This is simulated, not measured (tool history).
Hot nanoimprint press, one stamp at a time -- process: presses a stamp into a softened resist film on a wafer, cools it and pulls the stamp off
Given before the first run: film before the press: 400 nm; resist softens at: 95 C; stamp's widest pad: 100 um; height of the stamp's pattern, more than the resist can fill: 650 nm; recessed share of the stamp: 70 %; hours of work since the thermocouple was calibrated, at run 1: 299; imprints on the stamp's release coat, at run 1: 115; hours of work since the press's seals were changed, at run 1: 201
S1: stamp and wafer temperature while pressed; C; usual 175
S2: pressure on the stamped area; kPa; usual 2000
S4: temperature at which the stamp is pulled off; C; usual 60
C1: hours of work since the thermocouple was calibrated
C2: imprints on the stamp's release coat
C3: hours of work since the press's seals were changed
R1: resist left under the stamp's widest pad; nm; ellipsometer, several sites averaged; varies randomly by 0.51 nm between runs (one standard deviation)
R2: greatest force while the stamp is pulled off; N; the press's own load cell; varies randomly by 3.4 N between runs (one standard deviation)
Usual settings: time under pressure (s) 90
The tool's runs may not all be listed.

run 1 hour=0.0 | S1=175 S2=2000 time_under_pressure_(s)=90 S4=60 | C1=299 C2=115 C3=201 | R1=137.2 R2=198
run 2 hour=8.2 | S1=175 S2=2480 time_under_pressure_(s)=90 S4=60 | C1=305 C2=137 C3=207 | R1=119.8 R2=200
run 3 hour=12.4 | S1=175 S2=2000 time_under_pressure_(s)=90 S4=56 | C1=308 C2=149 C3=210 | R1=135.5 R2=218
run 4 hour=19.2 | S1=175 S2=2000 time_under_pressure_(s)=90 S4=56 | C1=313 C2=168 C3=215 | R1=136.8 R2=218
run 5 hour=26.5 | S1=175 S2=2000 time_under_pressure_(s)=90 S4=60 | C1=319 C2=188 C3=220 | R1=135.3 R2=196
run 6 hour=34.3 | S1=175 S2=2000 time_under_pressure_(s)=90 S4=60 | C1=325 C2=210 C3=226 | R1=136.1 R2=207
run 7 hour=38.2 | S1=175 S2=2000 time_under_pressure_(s)=90 S4=60 | C1=328 C2=221 C3=229 | R1=136.1 R2=202
run 8 hour=45.8 | S1=175 S2=2000 time_under_pressure_(s)=90 S4=60 | C1=333 C2=242 C3=235 | R1=135.8 R2=205
run 9 hour=52.8 | S1=175 S2=2000 time_under_pressure_(s)=90 S4=60 | C1=339 C2=261 C3=240 | R1=135.6 R2=200
run 10 hour=61.5 | S1=175 S2=2000 time_under_pressure_(s)=90 S4=60 | C1=345 C2=286 C3=247 | R1=135.3 R2=205
run 11 hour=68.7 | S1=175 S2=2000 time_under_pressure_(s)=90 S4=50 | C1=350 C2=305 C3=252 | R1=135.3 R2=231
run 12 hour=76.4 | S1=175 S2=2000 time_under_pressure_(s)=90 S4=49 | C1=356 C2=327 C3=258 | R1=136.8 R2=241
run 13 hour=80.1 | S1=175 S2=2000 time_under_pressure_(s)=68 S4=60 | C1=359 C2=337 C3=260 | R1=148.8 R2=207
-- hour=83.8 plate thermocouple calibrated
run 14 hour=87.0 | S1=175 S2=2000 time_under_pressure_(s)=68 S4=60 | C1=2 C2=348 C3=263 | R1=145.2 R2=208
run 15 hour=92.9 | S1=175 S2=2000 time_under_pressure_(s)=68 S4=60 | C1=7 C2=364 C3=268 | R1=144.8 R2=214
run 16 hour=98.7 | S1=175 S2=2000 time_under_pressure_(s)=68 S4=60 | C1=11 C2=380 C3=272 | R1=144.1 R2=207
run 17 hour=107.6 | S1=175 S2=1580 time_under_pressure_(s)=88 S4=60 | C1=18 C2=405 C3=279 | R1=151.4 R2=212
run 18 hour=112.0 | S1=175 S2=2360 time_under_pressure_(s)=90 S4=60 | C1=21 C2=417 C3=282 | R1=119.0 R2=208
-- hour=120.8 plate thermocouple calibrated, once more
run 19 hour=123.0 | S1=184 S2=2960 time_under_pressure_(s)=90 S4=52 | C1=2 C2=440 C3=288 | R1=83.5 R2=237
run 20 hour=127.0 | S1=184 S2=2960 time_under_pressure_(s)=81 S4=52 | C1=5 C2=451 C3=291 | R1=87.2 R2=241
run 21 hour=135.9 | S1=177 S2=1690 time_under_pressure_(s)=90 S4=60 | C1=11 C2=475 C3=298 | R1=146.6 R2=221
run 22 hour=142.5 | S1=166 S2=1540 time_under_pressure_(s)=106 S4=48 | C1=16 C2=494 C3=303 | R1=215.1 R2=257
run 23 hour=150.4 | S1=183 S2=1600 time_under_pressure_(s)=152 S4=47 | C1=22 C2=516 C3=309 | R1=104.7 R2=263
run 24 hour=155.1 | S1=183 S2=1600 time_under_pressure_(s)=152 S4=47 | C1=26 C2=529 C3=312 | R1=104.4 R2=265
run 25 hour=159.2 | S1=183 S2=1600 time_under_pressure_(s)=152 S4=47 | C1=29 C2=540 C3=315 | R1=104.7 R2=256
run 26 hour=167.5 | S1=183 S2=1600 time_under_pressure_(s)=152 S4=47 | C1=35 C2=563 C3=321 | R1=104.2 R2=260
run 27 hour=175.4 | S1=175 S2=1520 time_under_pressure_(s)=90 S4=60 | C1=41 C2=585 C3=327 | R1=166.7 R2=216
run 28 hour=184.1 | S1=175 S2=1490 time_under_pressure_(s)=90 S4=58 | C1=47 C2=609 C3=334 | R1=168.9 R2=231
run 29 hour=191.5 | S1=163 S2=2100 time_under_pressure_(s)=55 S4=66 | C1=53 C2=630 C3=339 | R1=245.7 R2=204
run 30 hour=197.7 | S1=178 S2=2000 time_under_pressure_(s)=90 S4=60 | C1=57 C2=647 C3=344 | R1=127.6 R2=224
run 31 hour=202.9 | S1=182 S2=2000 time_under_pressure_(s)=90 S4=65 | C1=61 C2=661 C3=348 | R1=112.5 R2=208

Alternative continuations, all from the tool just after run 31; predict every row:
run A hour=208.5 | S1=173 S2=3010 time_under_pressure_(s)=90 S4=60 | C1=66 C2=677 C3=352 | R1=? R2=?
run B hour=208.5 | S1=182 S2=2000 time_under_pressure_(s)=90 S4=65 | C1=66 C2=677 C3=352 | R1=? R2=?
run C hour=208.5 | S1=165 S2=1200 time_under_pressure_(s)=52 S4=65 | C1=66 C2=677 C3=352 | R1=? R2=?

run=A R1=119.2 R2=229
run=B R1=112.3 R2=212
run=C R1=295.1 R2=209
With no hidden state in the tool, these same runs would have given:
run=A R1=118.4 R2=199
run=B R1=112.0 R2=185
run=C R1=296.1 R2=182
